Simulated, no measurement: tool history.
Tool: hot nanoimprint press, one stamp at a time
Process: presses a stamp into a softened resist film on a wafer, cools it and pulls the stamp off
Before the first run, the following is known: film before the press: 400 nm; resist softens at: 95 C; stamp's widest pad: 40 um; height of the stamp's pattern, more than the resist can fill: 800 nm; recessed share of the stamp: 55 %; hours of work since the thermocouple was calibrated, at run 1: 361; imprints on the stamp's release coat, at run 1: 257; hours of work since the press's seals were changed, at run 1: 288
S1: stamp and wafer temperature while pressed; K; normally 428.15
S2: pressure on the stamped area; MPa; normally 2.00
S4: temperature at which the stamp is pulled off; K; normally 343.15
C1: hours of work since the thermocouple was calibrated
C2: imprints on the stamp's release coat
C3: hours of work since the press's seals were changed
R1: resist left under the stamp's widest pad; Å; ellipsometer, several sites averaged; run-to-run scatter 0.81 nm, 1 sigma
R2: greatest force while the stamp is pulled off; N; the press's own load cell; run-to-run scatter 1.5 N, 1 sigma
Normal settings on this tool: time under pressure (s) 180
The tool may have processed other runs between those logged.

{"run": 1, "day": 0.0, "S1": 428.15, "S2": 2.0, "time under pressure (s)": 180, "S4": 343.15, "C1": 361, "C2": 257, "C3": 288, "R1": 2154, "R2": 106}
{"run": 2, "day": 0.562, "S1": 428.15, "S2": 2.0, "time under pressure (s)": 157, "S4": 343.15, "C1": 367, "C2": 287, "C3": 294, "R1": 2248, "R2": 109}
{"run": 3, "day": 1.038, "S1": 428.15, "S2": 2.0, "time under pressure (s)": 180, "S4": 329.15, "C1": 372, "C2": 313, "C3": 299, "R1": 2173, "R2": 151}
{"run": 4, "day": 1.367, "S1": 428.15, "S2": 2.0, "time under pressure (s)": 180, "S4": 329.15, "C1": 375, "C2": 331, "C3": 302, "R1": 2167, "R2": 152}
{"run": 5, "day": 1.912, "S1": 428.15, "S2": 2.0, "time under pressure (s)": 180, "S4": 329.15, "C1": 381, "C2": 361, "C3": 308, "R1": 2163, "R2": 150}
{"run": 6, "day": 2.504, "S1": 428.15, "S2": 2.0, "time under pressure (s)": 180, "S4": 329.15, "C1": 387, "C2": 393, "C3": 314, "R1": 2158, "R2": 149}
{"run": 7, "day": 3.225, "S1": 428.15, "S2": 2.0, "time under pressure (s)": 180, "S4": 343.15, "C1": 394, "C2": 433, "C3": 321, "R1": 2171, "R2": 107}
{"run": 8, "day": 3.767, "S1": 428.15, "S2": 2.0, "time under pressure (s)": 180, "S4": 343.15, "C1": 399, "C2": 462, "C3": 326, "R1": 2150, "R2": 107}
{"run": 9, "day": 4.104, "S1": 428.15, "S2": 2.0, "time under pressure (s)": 180, "S4": 334.15, "C1": 403, "C2": 481, "C3": 330, "R1": 2166, "R2": 132}
{"run": 10, "day": 4.792, "S1": 428.15, "S2": 2.0, "time under pressure (s)": 180, "S4": 334.15, "C1": 410, "C2": 518, "C3": 337, "R1": 2169, "R2": 134}
{"run": 11, "day": 5.392, "S1": 428.15, "S2": 2.0, "time under pressure (s)": 180, "S4": 334.15, "C1": 416, "C2": 551, "C3": 343, "R1": 2180, "R2": 134}
{"run": 12, "day": 5.704, "S1": 428.15, "S2": 2.0, "time under pressure (s)": 180, "S4": 334.15, "C1": 419, "C2": 568, "C3": 346, "R1": 2191, "R2": 135}
{"run": 13, "day": 6.046, "S1": 428.15, "S2": 2.0, "time under pressure (s)": 180, "S4": 335.15, "C1": 423, "C2": 586, "C3": 350, "R1": 2184, "R2": 133}
{"run": 14, "day": 6.408, "S1": 428.15, "S2": 2.31, "time under pressure (s)": 180, "S4": 335.15, "C1": 426, "C2": 606, "C3": 353, "R1": 2019, "R2": 132}
{"run": 15, "day": 6.942, "S1": 428.15, "S2": 2.31, "time under pressure (s)": 180, "S4": 335.15, "C1": 432, "C2": 635, "C3": 359, "R1": 2015, "R2": 131}
{"run": 16, "day": 7.542, "S1": 428.15, "S2": 2.31, "time under pressure (s)": 180, "S4": 335.15, "C1": 438, "C2": 668, "C3": 365, "R1": 2022, "R2": 133}
{"run": 17, "day": 8.008, "S1": 422.15, "S2": 2.9, "time under pressure (s)": 99, "S4": 350.15, "C1": 443, "C2": 694, "C3": 370, "R1": 2697, "R2": 87}
{"run": 18, "day": 8.358, "S1": 428.15, "S2": 2.41, "time under pressure (s)": 247, "S4": 329.15, "C1": 446, "C2": 713, "C3": 373, "R1": 1785, "R2": 149}
{"run": 19, "day": 8.783, "S1": 431.15, "S2": 2.71, "time under pressure (s)": 180, "S4": 339.15, "C1": 451, "C2": 736, "C3": 378, "R1": 1627, "R2": 120}
{"run": 20, "day": 9.396, "S1": 431.15, "S2": 2.1, "time under pressure (s)": 175, "S4": 339.15, "C1": 457, "C2": 769, "C3": 384, "R1": 1917, "R2": 120}
{"day": 10.179, "done": "stamp cleaned and given a new release coat"}
{"run": 21, "day": 10.179, "S1": 420.15, "S2": 2.1, "time under pressure (s)": 175, "S4": 339.15, "C1": 462, "C2": 0, "C3": 389, "R1": 2892, "R2": 119}
{"run": 22, "day": 10.921, "S1": 420.15, "S2": 1.24, "time under pressure (s)": 105, "S4": 329.15, "C1": 470, "C2": 41, "C3": 397, "R1": 3633, "R2": 149}
{"run": 23, "day": 11.429, "S1": 428.15, "S2": 2.0, "time under pressure (s)": 180, "S4": 341.15, "C1": 475, "C2": 68, "C3": 402, "R1": 2192, "R2": 112}
{"run": 24, "day": 12.062, "S1": 425.15, "S2": 2.53, "time under pressure (s)": 174, "S4": 346.15, "C1": 481, "C2": 103, "C3": 408, "R1": 2199, "R2": 97}
{"day": 12.175, "done": "gauge calibrated"}
{"run": 25, "day": 12.442, "S1": 425.15, "S2": 2.53, "time under pressure (s)": 174, "S4": 346.15, "C1": 485, "C2": 124, "C3": 412, "R1": 2168, "R2": 95}
{"run": 26, "day": 12.925, "S1": 425.15, "S2": 2.53, "time under pressure (s)": 174, "S4": 346.15, "C1": 490, "C2": 150, "C3": 417, "R1": 2150, "R2": 97}
{"run": 27, "day": 13.275, "S1": 434.15, "S2": 2.0, "time under pressure (s)": 180, "S4": 344.15, "C1": 494, "C2": 169, "C3": 421, "R1": 1708, "R2": 103}
{"run": 28, "day": 13.796, "S1": 434.15, "S2": 2.0, "time under pressure (s)": 121, "S4": 344.15, "C1": 499, "C2": 198, "C3": 426, "R1": 1934, "R2": 103}
{"run": 29, "day": 14.271, "S1": 434.15, "S2": 2.0, "time under pressure (s)": 121, "S4": 344.15, "C1": 504, "C2": 223, "C3": 431, "R1": 1933, "R2": 102}

A few steps of R1 between consecutive runs. Split each: what settings, incoming material and random variation would produce without the hidden state, and what is left over for the hidden state, along with gauge scatter present in only one of the two compared results (measured, and without hidden state):
Hidden state present: true temperature over the reading, C; pressure that arrives at the usual setting, %; grip of the stamp's worn release coat, % over a new coat's; drift of the gauge itself on residual_nm, %; drift of the gauge itself on pull_off_n, %.
Run 20 -> 21: S1 431.15 -> 420.15, stamp cleaned and given a new release coat. R1 +975 Å: hidden state +18, all else +957.
Run 22 -> 23: S1 420.15 -> 428.15, S2 1.24 -> 2.00, time under pressure (s) 105 -> 180, S4 329.15 -> 341.15. R1 -1441 Å: hidden state -27, all else -1414.
Run 24 -> 25: gauge calibrated. R1 -31 Å: hidden state -45, all else +14.
